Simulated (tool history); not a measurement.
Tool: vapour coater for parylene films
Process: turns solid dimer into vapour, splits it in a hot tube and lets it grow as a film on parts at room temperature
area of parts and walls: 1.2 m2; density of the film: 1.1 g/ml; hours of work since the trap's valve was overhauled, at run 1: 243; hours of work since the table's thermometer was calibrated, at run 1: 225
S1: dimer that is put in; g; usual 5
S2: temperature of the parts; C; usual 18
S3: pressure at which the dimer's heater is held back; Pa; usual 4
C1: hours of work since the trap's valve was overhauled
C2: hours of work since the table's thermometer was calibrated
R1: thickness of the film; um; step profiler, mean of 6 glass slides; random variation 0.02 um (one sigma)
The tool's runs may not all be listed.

run 1 hour=0 | S1=5 S2=18 S3=4 | C1=243 C2=225 | R1=2.47
run 2 hour=9.3 | S1=5 S2=18 S3=8.4 | C1=250 C2=233 | R1=2.06
run 3 hour=24 | S1=5 S2=18 S3=8.4 | C1=262 C2=244 | R1=2.04
run 4 hour=35 | S1=3 S2=18 S3=8.4 | C1=270 C2=253 | R1=1.23
run 5 hour=55.3 | S1=3 S2=18 S3=8.4 | C1=286 C2=269 | R1=1.22
run 6 hour=72 | S1=5 S2=18 S3=4 | C1=299 C2=282 | R1=2.42
run 7 hour=89.4 | S1=5 S2=18 S3=4 | C1=313 C2=295 | R1=2.45
run 8 hour=108.9 | S1=5 S2=18 S3=2.81 | C1=328 C2=310 | R1=2.65
run 9 hour=123.4 | S1=5 S2=18 S3=2.81 | C1=339 C2=322 | R1=2.68
run 10 hour=134.2 | S1=5 S2=18 S3=2.81 | C1=348 C2=330 | R1=2.66
run 11 hour=144.5 | S1=5 S2=18 S3=4 | C1=356 C2=338 | R1=2.48
run 12 hour=154.8 | S1=5 S2=18 S3=4 | C1=364 C2=346 | R1=2.47
run 13 hour=174.4 | S1=5 S2=18 S3=3.05 | C1=379 C2=362 | R1=2.63
run 14 hour=192 | S1=5 S2=18 S3=3.05 | C1=393 C2=375 | R1=2.64
run 15 hour=208 | S1=5 S2=18 S3=2.11 | C1=405 C2=388 | R1=2.86
run 16 hour=221.3 | S1=5 S2=18 S3=2.11 | C1=416 C2=398 | R1=2.9
run 17 hour=240.6 | S1=3 S2=18 S3=4 | C1=431 C2=413 | R1=1.49
run 18 hour=255.5 | S1=3 S2=20 S3=2.35 | C1=443 C2=425 | R1=1.51

The next listed run, before its measurement:
-- hour=273.7 trap's valve overhauled
run 19 hour=279.5 | S1=3 S2=12 S3=5.82 | C1=5 C2=441 | R1=?

R1: 1.69 um
Without the tool's hidden state the same run would have given R1 1.69 um.
